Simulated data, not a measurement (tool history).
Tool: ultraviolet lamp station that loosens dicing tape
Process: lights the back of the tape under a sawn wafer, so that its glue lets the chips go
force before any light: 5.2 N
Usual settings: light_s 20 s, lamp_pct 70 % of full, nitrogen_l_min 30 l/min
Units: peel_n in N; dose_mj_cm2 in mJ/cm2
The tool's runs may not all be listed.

{"run": 1, "hour": 0.0, "light_s": 20, "lamp_pct": 70, "nitrogen_l_min": 30, "peel_n": 0.668, "dose_mj_cm2": 521}
{"run": 2, "hour": 17.1, "light_s": 20, "lamp_pct": 70, "nitrogen_l_min": 30, "peel_n": 0.659, "dose_mj_cm2": 518}
{"run": 3, "hour": 57.7, "light_s": 20, "lamp_pct": 70, "nitrogen_l_min": 30, "peel_n": 0.655, "dose_mj_cm2": 523}
{"run": 4, "hour": 96.4, "light_s": 20, "lamp_pct": 70, "nitrogen_l_min": 30, "peel_n": 0.691, "dose_mj_cm2": 513}
{"run": 5, "hour": 134.1, "light_s": 20, "lamp_pct": 70, "nitrogen_l_min": 12, "peel_n": 1.181, "dose_mj_cm2": 522}
{"run": 6, "hour": 164.9, "light_s": 20, "lamp_pct": 70, "nitrogen_l_min": 12, "peel_n": 1.167, "dose_mj_cm2": 518}
{"run": 7, "hour": 201.4, "light_s": 20, "lamp_pct": 70, "nitrogen_l_min": 12, "peel_n": 1.166, "dose_mj_cm2": 521}
{"run": 8, "hour": 220.2, "light_s": 20, "lamp_pct": 70, "nitrogen_l_min": 30, "peel_n": 0.674, "dose_mj_cm2": 514}
{"run": 9, "hour": 240.7, "light_s": 20, "lamp_pct": 94, "nitrogen_l_min": 30, "peel_n": 0.373, "dose_mj_cm2": 692}
{"run": 10, "hour": 282.0, "light_s": 20, "lamp_pct": 70, "nitrogen_l_min": 30, "peel_n": 0.651, "dose_mj_cm2": 516}
{"hour": 305.0, "done": "window cleaned of glue's vapour"}
{"run": 11, "hour": 314.6, "light_s": 20, "lamp_pct": 70, "nitrogen_l_min": 30, "peel_n": 0.665, "dose_mj_cm2": 516}
{"run": 12, "hour": 344.1, "light_s": 20, "lamp_pct": 70, "nitrogen_l_min": 30, "peel_n": 0.665, "dose_mj_cm2": 521}
{"run": 13, "hour": 363.6, "light_s": 20, "lamp_pct": 70, "nitrogen_l_min": 30, "peel_n": 0.683, "dose_mj_cm2": 520}
{"run": 14, "hour": 403.1, "light_s": 20, "lamp_pct": 61, "nitrogen_l_min": 30, "peel_n": 0.841, "dose_mj_cm2": 456}
{"run": 15, "hour": 433.8, "light_s": 20, "lamp_pct": 61, "nitrogen_l_min": 30, "peel_n": 0.87, "dose_mj_cm2": 455}
{"run": 16, "hour": 472.3, "light_s": 20, "lamp_pct": 85, "nitrogen_l_min": 9, "peel_n": 1.051, "dose_mj_cm2": 626}
{"run": 17, "hour": 500.7, "light_s": 20, "lamp_pct": 85, "nitrogen_l_min": 9, "peel_n": 1.052, "dose_mj_cm2": 635}
{"run": 18, "hour": 525.2, "light_s": 17, "lamp_pct": 63, "nitrogen_l_min": 51, "peel_n": 0.81, "dose_mj_cm2": 395}
{"run": 19, "hour": 566.9, "light_s": 13, "lamp_pct": 96, "nitrogen_l_min": 25, "peel_n": 0.922, "dose_mj_cm2": 460}
{"run": 20, "hour": 584.0, "light_s": 13, "lamp_pct": 96, "nitrogen_l_min": 25, "peel_n": 0.903, "dose_mj_cm2": 464}
{"run": 21, "hour": 613.7, "light_s": 33, "lamp_pct": 62, "nitrogen_l_min": 43, "peel_n": 0.245, "dose_mj_cm2": 750}
{"run": 22, "hour": 645.3, "light_s": 20, "lamp_pct": 70, "nitrogen_l_min": 17, "peel_n": 0.963, "dose_mj_cm2": 517}
{"run": 23, "hour": 676.5, "light_s": 10, "lamp_pct": 70, "nitrogen_l_min": 30, "peel_n": 1.756, "dose_mj_cm2": 263}
{"run": 24, "hour": 708.4, "light_s": 10, "lamp_pct": 70, "nitrogen_l_min": 30, "peel_n": 1.853, "dose_mj_cm2": 260}
{"run": 25, "hour": 731.6, "light_s": 10, "lamp_pct": 70, "nitrogen_l_min": 11, "peel_n": 2.523, "dose_mj_cm2": 254}
{"run": 26, "hour": 749.3, "light_s": 10, "lamp_pct": 70, "nitrogen_l_min": 11, "peel_n": 2.501, "dose_mj_cm2": 258}
{"run": 27, "hour": 769.1, "light_s": 29, "lamp_pct": 78, "nitrogen_l_min": 34, "peel_n": 0.236, "dose_mj_cm2": 842}
{"run": 28, "hour": 797.3, "light_s": 38, "lamp_pct": 64, "nitrogen_l_min": 12, "peel_n": 0.434, "dose_mj_cm2": 905}

3 ways to go on from here, each from the tool as it stands after run 28. What would each give?
{"run": "A", "hour": 832.3, "light_s": 19, "lamp_pct": 77, "nitrogen_l_min": 30, "peel_n": "?", "dose_mj_cm2": "?"}
{"run": "B", "hour": 832.3, "light_s": 12, "lamp_pct": 64, "nitrogen_l_min": 38, "peel_n": "?", "dose_mj_cm2": "?"}
{"run": "C", "hour": 832.3, "light_s": 18, "lamp_pct": 93, "nitrogen_l_min": 50, "peel_n": "?", "dose_mj_cm2": "?"}

run=A peel_n=0.635 dose_mj_cm2=540
run=B peel_n=1.474 dose_mj_cm2=284
run=C peel_n=0.345 dose_mj_cm2=613
Without the tool's hidden state the same runs would have given:
run=A peel_n=0.632 dose_mj_cm2=541
run=B peel_n=1.47 dose_mj_cm2=285
run=C peel_n=0.343 dose_mj_cm2=615
